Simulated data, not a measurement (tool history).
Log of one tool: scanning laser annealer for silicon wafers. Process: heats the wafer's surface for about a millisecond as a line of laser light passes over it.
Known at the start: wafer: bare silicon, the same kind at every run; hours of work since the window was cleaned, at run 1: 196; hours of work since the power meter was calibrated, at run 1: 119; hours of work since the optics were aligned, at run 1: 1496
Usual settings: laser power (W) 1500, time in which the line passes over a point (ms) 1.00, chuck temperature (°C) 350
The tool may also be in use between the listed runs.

run    day  laser power (W)  time in which the line passes over a point (ms)  chuck temperature (°C)  hours of work since the window was cleaned  hours of work since the power meter was calibrated  hours of work since the optics were aligned  highest temperature of the surface (°C)
  1  0.000             1500                                             1.00                     350                                         196                                                 119                                         1496                                     1176
  2  0.179             1500                                             1.00                     350                                         198                                                 121                                         1498                                     1175
  3  0.421             1500                                             1.00                     350                                         202                                                 125                                         1502                                     1177
  4  0.758             1500                                             1.00                     350                                         207                                                 130                                         1507                                     1178
  5  1.112             1500                                             1.00                     350                                         212                                                 134                                         1512                                     1179
  6  1.350             1500                                             1.00                     350                                         215                                                 138                                         1515                                     1181
  7  1.546             1369                                             0.85                     313                                         218                                                 141                                         1518                                     1021
  8  1.762             1397                                             0.95                     358                                         221                                                 144                                         1521                                     1117
  9  2.025             1500                                             1.22                     350                                         224                                                 147                                         1524                                     1254
 10  2.325             1364                                             0.82                     350                                         229                                                 151                                         1529                                     1047
     2.588  -- optics aligned, line set to its width
 11  2.821             1500                                             1.14                     377                                         233                                                 156                                            3                                     1255
 12  3.175             1346                                             1.14                     389                                         238                                                 160                                            8                                     1183

4 ways to go on from here, each from the tool as it stands after run 12. What would each give?
  A  3.575             1397                                             0.83                     347                                         243                                                 166                                           14                                        ?
  B  3.575             1500                                             0.71                     361                                         243                                                 166                                           14                                        ?
  C  3.575             1346                                             0.77                     323                                         243                                                 166                                           14                                        ?
  D  3.575             1616                                             0.86                     389                                         243                                                 166                                           14                                        ?

run  highest temperature of the surface (°C)
  A                                     1065
  B                                     1074
  C                                      989
  D                                     1223
Without the tool's hidden state the same runs would have given:
run  highest temperature of the surface (°C)
  A                                     1065
  B                                     1074
  C                                      989
  D                                     1224
